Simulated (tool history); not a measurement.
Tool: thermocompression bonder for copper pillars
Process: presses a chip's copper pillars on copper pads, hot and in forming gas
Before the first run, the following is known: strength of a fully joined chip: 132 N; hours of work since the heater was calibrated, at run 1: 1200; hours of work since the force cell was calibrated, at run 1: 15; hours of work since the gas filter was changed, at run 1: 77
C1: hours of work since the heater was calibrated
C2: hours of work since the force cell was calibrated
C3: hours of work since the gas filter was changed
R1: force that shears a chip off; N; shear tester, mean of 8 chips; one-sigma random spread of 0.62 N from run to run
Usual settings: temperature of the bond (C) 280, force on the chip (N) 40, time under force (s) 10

{"run": 1, "hour": 0.0, "temperature of the bond (C)": 280, "force on the chip (N)": 40, "time under force (s)": 10, "C1": 1200, "C2": 15, "C3": 77, "R1": 96.4}
{"run": 2, "hour": 28.5, "temperature of the bond (C)": 280, "force on the chip (N)": 40, "time under force (s)": 10, "C1": 1222, "C2": 37, "C3": 99, "R1": 96.3}
{"run": 3, "hour": 65.1, "temperature of the bond (C)": 280, "force on the chip (N)": 40, "time under force (s)": 10, "C1": 1250, "C2": 65, "C3": 127, "R1": 96.7}
{"run": 4, "hour": 105.3, "temperature of the bond (C)": 280, "force on the chip (N)": 40, "time under force (s)": 20, "C1": 1280, "C2": 96, "C3": 158, "R1": 111.3}
{"run": 5, "hour": 134.2, "temperature of the bond (C)": 280, "force on the chip (N)": 40, "time under force (s)": 10, "C1": 1302, "C2": 118, "C3": 180, "R1": 97.5}
{"run": 6, "hour": 162.4, "temperature of the bond (C)": 280, "force on the chip (N)": 40, "time under force (s)": 10, "C1": 1324, "C2": 139, "C3": 201, "R1": 95.4}
{"run": 7, "hour": 209.2, "temperature of the bond (C)": 280, "force on the chip (N)": 40, "time under force (s)": 10, "C1": 1360, "C2": 175, "C3": 237, "R1": 95.8}
{"hour": 227.6, "done": "forming gas filter changed"}
{"run": 8, "hour": 237.0, "temperature of the bond (C)": 280, "force on the chip (N)": 40, "time under force (s)": 10, "C1": 1381, "C2": 196, "C3": 7, "R1": 98.5}
{"run": 9, "hour": 272.9, "temperature of the bond (C)": 280, "force on the chip (N)": 40, "time under force (s)": 10, "C1": 1408, "C2": 223, "C3": 35, "R1": 96.3}
{"run": 10, "hour": 319.3, "temperature of the bond (C)": 280, "force on the chip (N)": 35, "time under force (s)": 10, "C1": 1444, "C2": 259, "C3": 70, "R1": 91.9}
{"run": 11, "hour": 362.0, "temperature of the bond (C)": 280, "force on the chip (N)": 35, "time under force (s)": 10, "C1": 1476, "C2": 291, "C3": 103, "R1": 92.6}
{"hour": 389.5, "done": "heater calibrated with a thermocouple chip"}
{"run": 12, "hour": 412.1, "temperature of the bond (C)": 280, "force on the chip (N)": 35, "time under force (s)": 10, "C1": 17, "C2": 328, "C3": 139, "R1": 86.9}
{"run": 13, "hour": 448.1, "temperature of the bond (C)": 280, "force on the chip (N)": 40, "time under force (s)": 10, "C1": 45, "C2": 356, "C3": 167, "R1": 90.8}
{"run": 14, "hour": 489.3, "temperature of the bond (C)": 280, "force on the chip (N)": 40, "time under force (s)": 10, "C1": 76, "C2": 387, "C3": 198, "R1": 90.3}
{"run": 15, "hour": 519.3, "temperature of the bond (C)": 280, "force on the chip (N)": 40, "time under force (s)": 10, "C1": 99, "C2": 410, "C3": 221, "R1": 90.7}
{"hour": 558.1, "done": "forming gas filter changed"}
{"run": 16, "hour": 561.7, "temperature of the bond (C)": 280, "force on the chip (N)": 40, "time under force (s)": 10, "C1": 131, "C2": 442, "C3": 3, "R1": 93.5}
{"run": 17, "hour": 587.1, "temperature of the bond (C)": 280, "force on the chip (N)": 27, "time under force (s)": 10, "C1": 151, "C2": 461, "C3": 22, "R1": 78.4}
{"run": 18, "hour": 628.0, "temperature of the bond (C)": 280, "force on the chip (N)": 27, "time under force (s)": 10, "C1": 182, "C2": 493, "C3": 53, "R1": 78.2}
{"run": 19, "hour": 655.7, "temperature of the bond (C)": 280, "force on the chip (N)": 27, "time under force (s)": 10, "C1": 203, "C2": 514, "C3": 75, "R1": 77.5}
{"run": 20, "hour": 688.3, "temperature of the bond (C)": 280, "force on the chip (N)": 27, "time under force (s)": 10, "C1": 228, "C2": 539, "C3": 99, "R1": 77.2}
{"run": 21, "hour": 731.3, "temperature of the bond (C)": 280, "force on the chip (N)": 37, "time under force (s)": 10, "C1": 261, "C2": 572, "C3": 132, "R1": 88.2}
{"run": 22, "hour": 768.4, "temperature of the bond (C)": 293, "force on the chip (N)": 29, "time under force (s)": 16, "C1": 289, "C2": 600, "C3": 161, "R1": 102.5}
{"run": 23, "hour": 794.6, "temperature of the bond (C)": 251, "force on the chip (N)": 40, "time under force (s)": 19, "C1": 309, "C2": 620, "C3": 181, "R1": 77.8}
{"run": 24, "hour": 829.1, "temperature of the bond (C)": 251, "force on the chip (N)": 40, "time under force (s)": 19, "C1": 336, "C2": 646, "C3": 207, "R1": 76.2}
{"run": 25, "hour": 860.2, "temperature of the bond (C)": 251, "force on the chip (N)": 40, "time under force (s)": 19, "C1": 359, "C2": 670, "C3": 231, "R1": 77.3}
{"hour": 887.0, "done": "forming gas filter changed"}
{"run": 26, "hour": 896.5, "temperature of the bond (C)": 251, "force on the chip (N)": 40, "time under force (s)": 19, "C1": 387, "C2": 697, "C3": 7, "R1": 79.2}
{"run": 27, "hour": 937.4, "temperature of the bond (C)": 280, "force on the chip (N)": 49, "time under force (s)": 10, "C1": 418, "C2": 729, "C3": 39, "R1": 101.1}
{"run": 28, "hour": 958.7, "temperature of the bond (C)": 280, "force on the chip (N)": 49, "time under force (s)": 21, "C1": 434, "C2": 745, "C3": 55, "R1": 114.2}
{"run": 29, "hour": 1006.2, "temperature of the bond (C)": 294, "force on the chip (N)": 29, "time under force (s)": 10, "C1": 470, "C2": 781, "C3": 91, "R1": 94.2}
{"run": 30, "hour": 1045.3, "temperature of the bond (C)": 294, "force on the chip (N)": 29, "time under force (s)": 10, "C1": 500, "C2": 811, "C3": 121, "R1": 93.8}
{"run": 31, "hour": 1093.2, "temperature of the bond (C)": 286, "force on the chip (N)": 40, "time under force (s)": 11, "C1": 537, "C2": 848, "C3": 158, "R1": 100.0}
{"run": 32, "hour": 1123.0, "temperature of the bond (C)": 286, "force on the chip (N)": 38, "time under force (s)": 11, "C1": 560, "C2": 871, "C3": 180, "R1": 98.4}
{"run": 33, "hour": 1163.4, "temperature of the bond (C)": 271, "force on the chip (N)": 26, "time under force (s)": 10, "C1": 591, "C2": 901, "C3": 211, "R1": 68.1}
{"run": 34, "hour": 1190.3, "temperature of the bond (C)": 250, "force on the chip (N)": 26, "time under force (s)": 23, "C1": 611, "C2": 922, "C3": 232, "R1": 65.9}
{"hour": 1213.6, "done": "forming gas filter changed"}
{"run": 35, "hour": 1215.2, "temperature of the bond (C)": 250, "force on the chip (N)": 26, "time under force (s)": 23, "C1": 630, "C2": 941, "C3": 1, "R1": 68.4}
{"run": 36, "hour": 1241.0, "temperature of the bond (C)": 250, "force on the chip (N)": 26, "time under force (s)": 11, "C1": 650, "C2": 960, "C3": 21, "R1": 52.1}
{"run": 37, "hour": 1280.6, "temperature of the bond (C)": 250, "force on the chip (N)": 26, "time under force (s)": 11, "C1": 680, "C2": 991, "C3": 51, "R1": 52.8}
{"run": 38, "hour": 1302.1, "temperature of the bond (C)": 250, "force on the chip (N)": 26, "time under force (s)": 11, "C1": 696, "C2": 1007, "C3": 68, "R1": 51.9}
{"run": 39, "hour": 1344.5, "temperature of the bond (C)": 261, "force on the chip (N)": 33, "time under force (s)": 11, "C1": 729, "C2": 1039, "C3": 100, "R1": 68.7}

For some of the steps in R1 from one run to the next: how much would appear even if the tool had no hidden state, given the settings, what came in and random variation, and how much remains for the hidden state plus any gauge scatter that the measured result and the result without hidden state don't share?
The tool's hidden condition here consists of: true temperature of the bond over the reading, C; force that reaches the chip, % of what is set; oxide that the forming gas leaves, % of the face; drift of the gauge itself on shear_n, %.
Run 7 -> 8: forming gas filter changed. R1 +2.7 N: hidden state +2.5, all else +0.2.
Run 11 -> 12: heater calibrated with a thermocouple chip. R1 -5.7 N: hidden state -6.1, all else +0.4.
Run 15 -> 16: forming gas filter changed. R1 +2.8 N: hidden state +2.5, all else +0.3.
Run 22 -> 23: temperature of the bond (C) 293 -> 251, force on the chip (N) 29 -> 40, time under force (s) 16 -> 19. R1 -24.7 N: hidden state +0.3, all else -25.0.
Run 26 -> 27: temperature of the bond (C) 251 -> 280, force on the chip (N) 40 -> 49, time under force (s) 19 -> 10. R1 +21.9 N: hidden state -0.4, all else +22.3.
Run 32 -> 33: temperature of the bond (C) 286 -> 271, force on the chip (N) 38 -> 26, time under force (s) 11 -> 10. R1 -30.3 N: hidden state +0.6, all else -30.9.
